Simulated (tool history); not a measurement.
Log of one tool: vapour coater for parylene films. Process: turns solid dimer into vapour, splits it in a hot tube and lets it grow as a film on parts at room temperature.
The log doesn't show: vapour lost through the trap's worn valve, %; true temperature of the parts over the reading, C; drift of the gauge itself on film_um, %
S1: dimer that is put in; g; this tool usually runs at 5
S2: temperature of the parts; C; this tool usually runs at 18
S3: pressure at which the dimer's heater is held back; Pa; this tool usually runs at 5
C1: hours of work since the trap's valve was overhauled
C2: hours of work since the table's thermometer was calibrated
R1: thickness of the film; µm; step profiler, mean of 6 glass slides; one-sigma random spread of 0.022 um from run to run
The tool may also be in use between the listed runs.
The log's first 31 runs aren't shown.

{"run": 32, "day": 20.929, "S1": 4, "S2": 23, "S3": 3.78, "C1": 236, "C2": 1070, "R1": 0.7}
{"run": 33, "day": 21.421, "S1": 5, "S2": 18, "S3": 5.35, "C1": 245, "C2": 1078, "R1": 0.96}
{"run": 34, "day": 21.875, "S1": 5, "S2": 17, "S3": 5, "C1": 253, "C2": 1086, "R1": 0.95}
{"run": 35, "day": 22.792, "S1": 5, "S2": 17, "S3": 5, "C1": 269, "C2": 1103, "R1": 0.98}
{"run": 36, "day": 23.508, "S1": 5, "S2": 15, "S3": 5, "C1": 282, "C2": 1115, "R1": 0.99}
{"run": 37, "day": 24.454, "S1": 5, "S2": 18, "S3": 5, "C1": 298, "C2": 1132, "R1": 0.94}
{"run": 38, "day": 25.029, "S1": 2, "S2": 24, "S3": 2.84, "C1": 309, "C2": 1142, "R1": 0.4}
{"run": 39, "day": 25.738, "S1": 5, "S2": 24, "S3": 3.45, "C1": 321, "C2": 1155, "R1": 0.84}
{"run": 40, "day": 26.5, "S1": 6, "S2": 23, "S3": 4.42, "C1": 335, "C2": 1168, "R1": 1.04}
{"run": 41, "day": 26.971, "S1": 6, "S2": 23, "S3": 4.42, "C1": 343, "C2": 1177, "R1": 1.04}
{"run": 42, "day": 27.938, "S1": 2, "S2": 23, "S3": 4.42, "C1": 360, "C2": 1194, "R1": 0.32}

Alternative continuations, all from the tool just after run 42; predict every row:
{"run": "A", "day": 28.533, "S1": 7, "S2": 11, "S3": 4.17, "C1": 371, "C2": 1204, "R1": "?"}
{"run": "B", "day": 28.533, "S1": 5, "S2": 18, "S3": 3.9, "C1": 371, "C2": 1204, "R1": "?"}
{"run": "C", "day": 28.533, "S1": 5, "S2": 17, "S3": 5, "C1": 371, "C2": 1204, "R1": "?"}
{"run": "D", "day": 28.533, "S1": 3, "S2": 17, "S3": 4.42, "C1": 371, "C2": 1204, "R1": "?"}

run=A R1=1.53
run=B R1=0.97
run=C R1=0.95
run=D R1=0.56
Without the tool's hidden state the same runs would have given:
run=A R1=1.68
run=B R1=1.06
run=C R1=1.04
run=D R1=0.61

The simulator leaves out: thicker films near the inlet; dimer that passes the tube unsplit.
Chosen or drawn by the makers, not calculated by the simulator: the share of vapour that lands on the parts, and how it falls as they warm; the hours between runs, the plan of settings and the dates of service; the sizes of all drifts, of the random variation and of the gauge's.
